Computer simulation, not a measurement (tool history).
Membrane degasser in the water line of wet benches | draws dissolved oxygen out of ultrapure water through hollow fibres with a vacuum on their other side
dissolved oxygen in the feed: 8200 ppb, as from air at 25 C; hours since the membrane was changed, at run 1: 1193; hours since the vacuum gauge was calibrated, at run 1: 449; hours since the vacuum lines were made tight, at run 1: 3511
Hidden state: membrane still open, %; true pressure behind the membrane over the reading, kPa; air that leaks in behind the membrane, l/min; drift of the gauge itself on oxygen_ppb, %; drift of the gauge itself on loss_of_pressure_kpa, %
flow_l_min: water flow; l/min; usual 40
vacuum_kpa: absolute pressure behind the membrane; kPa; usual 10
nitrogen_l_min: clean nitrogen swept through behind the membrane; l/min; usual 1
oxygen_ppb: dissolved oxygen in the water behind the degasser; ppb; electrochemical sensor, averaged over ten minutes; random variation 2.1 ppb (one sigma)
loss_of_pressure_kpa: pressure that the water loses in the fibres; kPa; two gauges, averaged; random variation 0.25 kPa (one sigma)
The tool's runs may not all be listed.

run,day,flow_l_min,vacuum_kpa,nitrogen_l_min,hours since the membrane was changed,hours since the vacuum gauge was calibrated,hours since the vacuum lines were made tight,oxygen_ppb,loss_of_pressure_kpa
1,0,40,10,1,1193,449,3511,573.2,68.65
2,4.458,40,10,1,1300,556,3618,573.4,68.57
3,8.95,40,10,1,1408,664,3726,570.1,68.77
4,17.288,40,17.5,1,1608,864,3926,1087.1,68.52
5,21.588,40,13.4,1,1711,967,4029,809.3,68.97
6,26.554,40,13.4,1,1830,1086,4149,810.3,69.02
7,32.812,40,10,1,1981,1236,4299,574.5,68.82
8,41.146,40,10,1,2181,1436,4499,570.4,69.46
9,44.996,40,10,1,2273,1529,4591,574,69.4
10,52.912,40,10,1,2463,1719,4781,572,69.05
11,59.583,40,22.8,1,2623,1879,4941,1399.5,69.55
12,65.504,40,22.8,1,2765,2021,5083,1406.1,68.8
13,69.638,40,22.8,1,2864,2120,5183,1402.6,68.88
14,78.688,40,22.8,1,3082,2337,5400,1410.9,69.37
15,87.296,40,10,1,3288,2544,5606,570.5,69.85
16,92.433,40,10,1,3412,2667,5730,572.4,69.45
17,99.983,40,10,1,3593,2848,5911,573.9,69.66
18,108.212,59,7.5,1.56,3790,3046,6108,499.5,102.59
19,112.854,59,7.5,1.56,3902,3157,6220,498.6,102.6
20,118.683,40,10.9,0.67,4042,3297,6360,829,69.28
21,125.938,30,20.7,1.14,4216,3471,6534,911.8,52.24
22,133.367,27,19.5,1.14,4394,3650,6712,783.7,46.99
23,140.046,27,19.5,1.14,4554,3810,6872,789.7,47.35
# day 144.371: vacuum gauge calibrated
24,145,34,6.9,0.42,4673,15,6991,506.5,59.38
25,149.454,40,17.7,1,4779,122,7098,1090.7,69.82
26,158.471,52,17.7,2.09,4996,338,7314,835,90.99
27,165.162,32,10,0.76,5157,499,7475,562.8,56.22

The next listed run, before its measurement:
28,173.021,32,10,0.76,5345,688,7663,?,?

Run 28 gave oxygen_ppb 565.2 ppb, loss_of_pressure_kpa 56.38 kPa.
Without the tool's hidden state the same run would have given oxygen_ppb 565.2 ppb, loss_of_pressure_kpa 55.19 kPa.
